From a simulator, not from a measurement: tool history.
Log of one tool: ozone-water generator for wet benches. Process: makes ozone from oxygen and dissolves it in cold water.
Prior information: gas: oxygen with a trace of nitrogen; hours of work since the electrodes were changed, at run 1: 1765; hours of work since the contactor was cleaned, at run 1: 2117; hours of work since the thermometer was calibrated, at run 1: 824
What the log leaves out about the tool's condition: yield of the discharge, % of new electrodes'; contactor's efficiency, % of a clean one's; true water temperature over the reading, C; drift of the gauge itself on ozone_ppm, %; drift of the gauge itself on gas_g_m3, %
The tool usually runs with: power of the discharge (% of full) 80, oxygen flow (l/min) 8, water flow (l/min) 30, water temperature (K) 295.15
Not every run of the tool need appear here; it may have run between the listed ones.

run,hour,power of the discharge (% of full),oxygen flow (l/min),water flow (l/min),water temperature (K),hours of work since the electrodes were changed,hours of work since the contactor was cleaned,hours of work since the thermometer was calibrated,dissolved ozone (ppm),ozone in the gas ahead of the water (g/m3)
1,0,80,8,30,295.15,1765,2117,824,18.2,191
2,49.9,76,8,30,295.15,1806,2158,865,17.5,185.5
3,87.7,76,8,30,295.15,1837,2189,896,17.4,186.1
4,133.8,44,8,30,295.15,1875,2227,935,12,128.9
5,183.8,80,8,30,295.15,1917,2269,976,18,192
6,227.2,80,8,30,295.15,1953,2305,1012,18.1,192.4
7,264.5,80,8,30,295.15,1983,2336,1043,18.4,191.5
8,323.2,46,8,30,295.15,2032,2384,1091,12.5,132.1
9,356.4,80,8,30,295.15,2059,2412,1119,18.2,191.6
10,382.2,80,8,30,295.15,2081,2433,1140,18.1,190
11,430.8,80,8,30,295.15,2121,2473,1180,17.8,189.3
12,472.9,80,8,30,295.15,2156,2508,1215,18.4,191.8
13,526.4,80,8,30,295.15,2200,2552,1259,17.8,190.6
14,555,80,8,30,295.15,2224,2576,1283,18,190.2
15,604.2,80,8,30,295.15,2265,2617,1324,17.9,190.9
16,638.4,80,8,30,295.15,2293,2645,1352,17.9,190.5
17,671.1,80,8,30,295.15,2320,2672,1379,17.8,190.7
18,720.8,80,5.96,30,295.15,2361,2713,1420,17.4,216.3

Predict the results of run 19:
19,773.3,80,4.95,34,298.15,2404,2756,1464,?,?

dissolved ozone (ppm): 14.6
ozone in the gas ahead of the water (g/m3): 233.3
If the tool had no hidden condition, the same run with the same run-to-run variation would have returned dissolved ozone (ppm) 15.8, ozone in the gas ahead of the water (g/m3) 243.3.

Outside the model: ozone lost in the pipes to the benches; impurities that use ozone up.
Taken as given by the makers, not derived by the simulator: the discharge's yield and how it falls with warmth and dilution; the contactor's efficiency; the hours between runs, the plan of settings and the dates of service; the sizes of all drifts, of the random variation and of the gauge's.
